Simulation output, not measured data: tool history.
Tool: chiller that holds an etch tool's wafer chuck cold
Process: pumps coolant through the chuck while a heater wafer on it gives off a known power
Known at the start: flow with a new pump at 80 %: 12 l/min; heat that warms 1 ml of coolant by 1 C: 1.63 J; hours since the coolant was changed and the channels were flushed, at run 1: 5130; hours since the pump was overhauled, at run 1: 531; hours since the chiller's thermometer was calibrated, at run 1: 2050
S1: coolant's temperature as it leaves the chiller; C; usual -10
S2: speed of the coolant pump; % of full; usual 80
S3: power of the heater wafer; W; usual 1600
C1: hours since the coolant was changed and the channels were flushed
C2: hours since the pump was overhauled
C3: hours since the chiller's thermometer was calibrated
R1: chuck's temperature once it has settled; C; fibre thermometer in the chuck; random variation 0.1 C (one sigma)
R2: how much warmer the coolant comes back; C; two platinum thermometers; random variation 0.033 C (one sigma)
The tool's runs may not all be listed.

run 1 hour=0 | S1=-10 S2=80 S3=1600 | C1=5130 C2=531 C3=2050 | R1=3.5 R2=5.04
run 2 hour=29.6 | S1=-10 S2=80 S3=1175 | C1=5159 C2=560 C3=2080 | R1=0.2 R2=3.65
run 3 hour=58.8 | S1=-10 S2=80 S3=1175 | C1=5189 C2=589 C3=2109 | R1=0.1 R2=3.61
run 4 hour=78.9 | S1=-10 S2=70 S3=1600 | C1=5209 C2=610 C3=2129 | R1=5.4 R2=5.79
-- hour=96.2 chiller's thermometer calibrated
run 5 hour=106.2 | S1=-10 S2=70 S3=1600 | C1=5235 C2=636 C3=10 | R1=5.3 R2=5.79
run 6 hour=127.6 | S1=-17 S2=80 S3=1600 | C1=5256 C2=657 C3=31 | R1=-3.1 R2=4.93
run 7 hour=140.1 | S1=-17 S2=80 S3=1600 | C1=5269 C2=670 C3=44 | R1=-3.1 R2=5
run 8 hour=161.9 | S1=-10 S2=80 S3=1218 | C1=5291 C2=692 C3=66 | R1=0.4 R2=3.79
run 9 hour=174.2 | S1=-10 S2=80 S3=1218 | C1=5303 C2=704 C3=78 | R1=0.5 R2=3.79
run 10 hour=202.4 | S1=-10 S2=80 S3=1218 | C1=5331 C2=732 C3=106 | R1=0.4 R2=3.8
run 11 hour=223 | S1=-10 S2=80 S3=1218 | C1=5352 C2=753 C3=127 | R1=0.4 R2=3.77
run 12 hour=246.1 | S1=-5 S2=74 S3=2190 | C1=5375 C2=776 C3=150 | R1=15 R2=7.43
run 13 hour=259 | S1=-6 S2=82 S3=1311 | C1=5388 C2=789 C3=163 | R1=4.9 R2=4.01
run 14 hour=276.6 | S1=-6 S2=82 S3=1311 | C1=5405 C2=806 C3=180 | R1=5.3 R2=3.97
run 15 hour=305.9 | S1=-6 S2=82 S3=1311 | C1=5435 C2=836 C3=210 | R1=5.1 R2=4
run 16 hour=335.8 | S1=-4 S2=80 S3=1600 | C1=5465 C2=865 C3=240 | R1=9.8 R2=5.05

Forecast each of these 5 alternatives for the next run:
run A hour=362.3 | S1=-10 S2=80 S3=857 | C1=5491 C2=892 C3=266 | R1=? R2=?
run B hour=362.3 | S1=-4 S2=80 S3=2007 | C1=5491 C2=892 C3=266 | R1=? R2=?
run C hour=362.3 | S1=-16 S2=80 S3=1600 | C1=5491 C2=892 C3=266 | R1=? R2=?
run D hour=362.3 | S1=-13 S2=91 S3=1818 | C1=5491 C2=892 C3=266 | R1=? R2=?
run E hour=362.3 | S1=-4 S2=61 S3=1600 | C1=5491 C2=892 C3=266 | R1=? R2=?

run=A R1=-2.7 R2=2.7
run=B R1=13.2 R2=6.27
run=C R1=-2.1 R2=5.05
run=D R1=1.3 R2=4.98
run=E R1=13 R2=6.77
Without the tool's hidden state the same runs would have given:
run=A R1=-3.6 R2=2.64
run=B R1=11 R2=6.13
run=C R1=-3.8 R2=4.94
run=D R1=-0.5 R2=4.86
run=E R1=11 R2=6.62
